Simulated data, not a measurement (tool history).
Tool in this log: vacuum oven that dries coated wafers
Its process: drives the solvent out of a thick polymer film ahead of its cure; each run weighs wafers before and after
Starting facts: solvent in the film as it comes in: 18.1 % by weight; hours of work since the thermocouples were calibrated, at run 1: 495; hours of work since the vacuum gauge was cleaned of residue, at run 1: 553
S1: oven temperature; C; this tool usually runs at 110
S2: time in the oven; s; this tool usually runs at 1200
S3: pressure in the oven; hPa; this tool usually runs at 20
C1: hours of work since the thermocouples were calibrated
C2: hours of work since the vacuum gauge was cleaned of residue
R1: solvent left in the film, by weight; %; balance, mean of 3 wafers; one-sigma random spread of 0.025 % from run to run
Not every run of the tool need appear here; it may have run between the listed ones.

run,hour,S1,S2,S3,C1,C2,R1
1,0,110,1200,20,495,553,3.05
2,10.6,110,1200,20,502,561,3.12
3,23.5,110,1200,20,512,570,3.06
4,39.6,110,1200,20,524,582,3.16
5,53.1,110,1200,20,533,592,3.14
6,62.2,110,1200,20,540,598,3.09
7,81.4,110,1200,20,554,612,3.13
8,90.6,119,1200,20,561,619,1.32
9,102.4,110,1800,20,570,628,1.72
10,112.9,110,1800,20,577,636,1.69
11,124.7,110,720,20,586,644,5.72
12,142.9,110,720,20,599,658,5.72
13,152.7,110,1200,20,606,665,3.2
14,166.1,110,1200,20,616,675,3.15
15,178.3,110,1200,20,625,684,3.19
16,186.5,110,1200,20,631,690,3.17
17,202.9,123,1200,20,643,702,0.9
# hour 207.4: oven's thermocouples calibrated
18,214.2,110,1200,20,5,708,3.44
19,226.3,110,1200,20,14,717,3.49
20,243.3,110,1260,20,26,730,3.28
21,255.9,110,1260,20,36,739,3.24
22,274.2,110,1260,20,49,752,3.25
# hour 284: oven's thermocouples calibrated, once more
23,294.8,110,1260,20,8,766,2.66
24,304.1,113,1980,53.9,15,773,1.75
25,316.2,105,2160,20,24,782,1.85
26,334.4,102,1560,54.9,37,795,4.92
27,347.5,110,900,23.1,47,805,4.28
28,356.9,110,900,23.1,53,812,4.32
29,366.8,110,900,13.8,61,819,4.08
30,382.3,123,660,78,72,830,3.3
31,390.8,110,660,24.3,78,836,5.88
32,404.4,120,1680,20,88,846,0.62
33,420.8,120,1680,20,100,858,0.62
34,430.6,120,1680,20,107,866,0.64
35,444.6,106,1680,23.5,118,876,2.66
36,454.9,112,1080,31.1,125,883,3.15
37,462.9,112,1080,31.1,131,889,3.11
38,477.5,112,1080,31.1,142,900,3.18
39,492.9,117,2040,10.2,153,911,0.5
40,502.6,114,1200,21,160,918,2.08
41,512.3,114,1200,21,167,926,2.07
42,523.1,96,1200,17.3,175,933,7.05
43,539.7,110,1200,12.1,188,946,2.78
44,550.2,110,1200,12.1,195,953,2.82
45,558.1,107,1200,20,201,959,3.78

What differs in the tool's unlogged condition from the final listed run ahead of each entry between runs to the first listed run following it?
Between runs 17 and 18: oven's thermocouples calibrated (hour 207.4)
  true wafer temperature over the reading, C: -1.6 -> -2.54; true pressure over the reading, kPa: 0.254 -> 0.257
  measured less the result without the state, R1: +0.18 -> +0.7 %
Between runs 22 and 23: oven's thermocouples calibrated, once more (hour 284)
  true wafer temperature over the reading, C: -2.62 -> -0.26; true pressure over the reading, kPa: 0.274 -> 0.28
  measured less the result without the state, R1: +0.7 -> +0.13 %
